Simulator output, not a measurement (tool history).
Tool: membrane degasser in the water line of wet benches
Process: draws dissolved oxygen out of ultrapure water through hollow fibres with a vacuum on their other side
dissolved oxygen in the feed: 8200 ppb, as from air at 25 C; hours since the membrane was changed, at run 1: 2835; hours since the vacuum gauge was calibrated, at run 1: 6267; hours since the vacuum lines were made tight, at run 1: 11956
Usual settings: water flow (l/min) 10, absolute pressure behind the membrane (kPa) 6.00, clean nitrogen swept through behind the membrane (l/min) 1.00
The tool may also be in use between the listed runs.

run,hour,water flow (l/min),absolute pressure behind the membrane (kPa),clean nitrogen swept through behind the membrane (l/min),hours since the membrane was changed,hours since the vacuum gauge was calibrated,hours since the vacuum lines were made tight,dissolved oxygen in the water behind the degasser (ppb),pressure that the water loses in the fibres (kPa)
1,0.0,10,6.00,1.00,2835,6267,11956,81.5,43.70
# hour 16.7: vacuum gauge calibrated
2,78.7,10,6.00,1.00,2913,62,12034,84.0,43.32
3,137.3,10,6.00,1.00,2971,121,12093,81.6,43.36
4,212.7,10,6.00,1.00,3047,196,12168,82.1,43.60
5,264.0,10,6.00,1.00,3098,247,12219,83.6,43.65
6,363.0,10,6.00,1.00,3197,346,12319,83.3,43.17
7,463.3,9,6.00,1.00,3297,447,12419,72.7,39.37
# hour 536.3: vacuum gauge calibrated, once more
8,572.2,10,6.00,1.00,3406,36,12527,76.3,43.95
9,646.6,10,6.00,1.00,3480,110,12602,76.0,43.52
10,744.2,10,6.00,0.85,3578,208,12699,87.7,43.75
11,805.2,10,6.00,0.85,3639,269,12760,86.7,43.59
12,856.5,10,6.00,0.85,3690,320,12812,85.8,43.66
13,960.2,8,12.80,1.18,3794,424,12915,174.4,35.04
14,1062.3,10,11.16,1.00,3896,526,13017,208.2,43.69
15,1158.1,10,8.22,1.00,3992,622,13113,131.0,43.55
16,1231.4,12,6.71,0.94,4065,695,13186,125.4,52.68
17,1319.3,8,5.15,1.11,4153,783,13274,39.5,35.16
# hour 1377.4: seals of the vacuum lines changed
18,1391.5,9,6.00,1.17,4223,853,14,55.4,39.20
19,1478.3,11,5.94,0.82,4310,940,101,94.4,48.47
20,1555.0,11,11.78,0.81,4387,1017,178,275.8,48.49
21,1642.9,8,6.48,0.85,4475,1105,265,73.8,35.35
22,1698.4,8,6.48,0.85,4530,1160,321,73.7,35.14
23,1788.3,16,4.91,1.80,4620,1250,411,93.0,70.25
24,1887.2,8,8.27,0.41,4719,1349,510,217.2,35.40

The same runs without the tool's hidden state, with the same run-to-run variation:
The hidden state here: membrane still open, %; true pressure behind the membrane over the reading, kPa; air that leaks in behind the membrane, l/min; drift of the gauge itself on oxygen_ppb, %; drift of the gauge itself on loss_of_pressure_kpa, %.
run,dissolved oxygen in the water behind the degasser (ppb),pressure that the water loses in the fibres (kPa)
1,70.9,43.00
2,71.6,42.61
3,69.4,42.63
4,69.7,42.84
5,71.0,42.88
6,70.6,42.38
7,60.8,38.63
8,71.4,43.11
9,71.0,42.67
10,82.2,42.87
11,81.1,42.69
12,80.3,42.74
13,157.2,34.29
14,192.8,42.74
15,121.1,42.57
16,117.4,51.48
17,35.6,34.34
18,54.9,38.26
19,92.9,47.31
20,273.7,47.31
21,73.1,34.47
22,73.0,34.25
23,85.8,68.44
24,215.6,34.47
